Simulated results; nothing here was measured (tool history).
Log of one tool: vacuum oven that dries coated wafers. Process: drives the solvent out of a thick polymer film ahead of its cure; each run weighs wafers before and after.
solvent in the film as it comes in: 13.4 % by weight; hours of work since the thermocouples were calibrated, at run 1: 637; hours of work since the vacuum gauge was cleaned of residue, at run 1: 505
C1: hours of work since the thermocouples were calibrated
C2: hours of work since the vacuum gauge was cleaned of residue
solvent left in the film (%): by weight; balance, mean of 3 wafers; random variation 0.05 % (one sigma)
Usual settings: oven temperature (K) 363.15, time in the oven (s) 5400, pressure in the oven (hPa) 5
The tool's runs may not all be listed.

run 1 hour=0 | oven_temperature_(K)=363.15 time_in_the_oven_(s)=5400 pressure_in_the_oven_(hPa)=5 | C1=637 C2=505 | solvent_left_in_the_film_(%)=0.75
run 2 hour=17.8 | oven_temperature_(K)=363.15 time_in_the_oven_(s)=5400 pressure_in_the_oven_(hPa)=5 | C1=651 C2=519 | solvent_left_in_the_film_(%)=0.78
run 3 hour=42.5 | oven_temperature_(K)=363.15 time_in_the_oven_(s)=5400 pressure_in_the_oven_(hPa)=5 | C1=671 C2=539 | solvent_left_in_the_film_(%)=0.73
run 4 hour=59.7 | oven_temperature_(K)=363.15 time_in_the_oven_(s)=5400 pressure_in_the_oven_(hPa)=5 | C1=685 C2=552 | solvent_left_in_the_film_(%)=0.9
run 5 hour=70.8 | oven_temperature_(K)=363.15 time_in_the_oven_(s)=5400 pressure_in_the_oven_(hPa)=5 | C1=693 C2=561 | solvent_left_in_the_film_(%)=0.7
run 6 hour=91.8 | oven_temperature_(K)=363.15 time_in_the_oven_(s)=3600 pressure_in_the_oven_(hPa)=5 | C1=710 C2=578 | solvent_left_in_the_film_(%)=1.64
run 7 hour=107.9 | oven_temperature_(K)=363.15 time_in_the_oven_(s)=3600 pressure_in_the_oven_(hPa)=5 | C1=723 C2=590 | solvent_left_in_the_film_(%)=1.58
run 8 hour=121.7 | oven_temperature_(K)=363.15 time_in_the_oven_(s)=3600 pressure_in_the_oven_(hPa)=5 | C1=734 C2=601 | solvent_left_in_the_film_(%)=1.5
run 9 hour=146.3 | oven_temperature_(K)=363.15 time_in_the_oven_(s)=3600 pressure_in_the_oven_(hPa)=5 | C1=753 C2=621 | solvent_left_in_the_film_(%)=1.57
run 10 hour=160.5 | oven_temperature_(K)=375.15 time_in_the_oven_(s)=4800 pressure_in_the_oven_(hPa)=3.92 | C1=764 C2=632 | solvent_left_in_the_film_(%)=0.23
run 11 hour=173.6 | oven_temperature_(K)=373.15 time_in_the_oven_(s)=5400 pressure_in_the_oven_(hPa)=6.84 | C1=775 C2=642 | solvent_left_in_the_film_(%)=0.45
run 12 hour=188.2 | oven_temperature_(K)=374.15 time_in_the_oven_(s)=3780 pressure_in_the_oven_(hPa)=7.56 | C1=786 C2=654 | solvent_left_in_the_film_(%)=0.42
run 13 hour=213.1 | oven_temperature_(K)=371.15 time_in_the_oven_(s)=4860 pressure_in_the_oven_(hPa)=5 | C1=806 C2=674 | solvent_left_in_the_film_(%)=0.35
run 14 hour=230.6 | oven_temperature_(K)=349.15 time_in_the_oven_(s)=4860 pressure_in_the_oven_(hPa)=5.65 | C1=820 C2=687 | solvent_left_in_the_film_(%)=3.8
run 15 hour=249.4 | oven_temperature_(K)=349.15 time_in_the_oven_(s)=4860 pressure_in_the_oven_(hPa)=5.65 | C1=835 C2=702 | solvent_left_in_the_film_(%)=3.79
run 16 hour=263 | oven_temperature_(K)=349.15 time_in_the_oven_(s)=4860 pressure_in_the_oven_(hPa)=5.65 | C1=845 C2=713 | solvent_left_in_the_film_(%)=3.84
run 17 hour=274.9 | oven_temperature_(K)=349.15 time_in_the_oven_(s)=4860 pressure_in_the_oven_(hPa)=5.65 | C1=855 C2=722 | solvent_left_in_the_film_(%)=3.94
run 18 hour=291 | oven_temperature_(K)=349.15 time_in_the_oven_(s)=4860 pressure_in_the_oven_(hPa)=5.65 | C1=867 C2=735 | solvent_left_in_the_film_(%)=3.85

3 ways to go on from here, each from the tool as it stands after run 18. What would each give?
run A hour=304.2 | oven_temperature_(K)=376.15 time_in_the_oven_(s)=4560 pressure_in_the_oven_(hPa)=4.23 | C1=878 C2=746 | solvent_left_in_the_film_(%)=?
run B hour=304.2 | oven_temperature_(K)=356.15 time_in_the_oven_(s)=8580 pressure_in_the_oven_(hPa)=13.99 | C1=878 C2=746 | solvent_left_in_the_film_(%)=?
run C hour=304.2 | oven_temperature_(K)=349.15 time_in_the_oven_(s)=4860 pressure_in_the_oven_(hPa)=4.31 | C1=878 C2=746 | solvent_left_in_the_film_(%)=?

run=A solvent_left_in_the_film_(%)=0.32
run=B solvent_left_in_the_film_(%)=1.44
run=C solvent_left_in_the_film_(%)=3.82
Without the tool's hidden state the same runs would have given:
run=A solvent_left_in_the_film_(%)=0.21
run=B solvent_left_in_the_film_(%)=1.16
run=C solvent_left_in_the_film_(%)=3.4

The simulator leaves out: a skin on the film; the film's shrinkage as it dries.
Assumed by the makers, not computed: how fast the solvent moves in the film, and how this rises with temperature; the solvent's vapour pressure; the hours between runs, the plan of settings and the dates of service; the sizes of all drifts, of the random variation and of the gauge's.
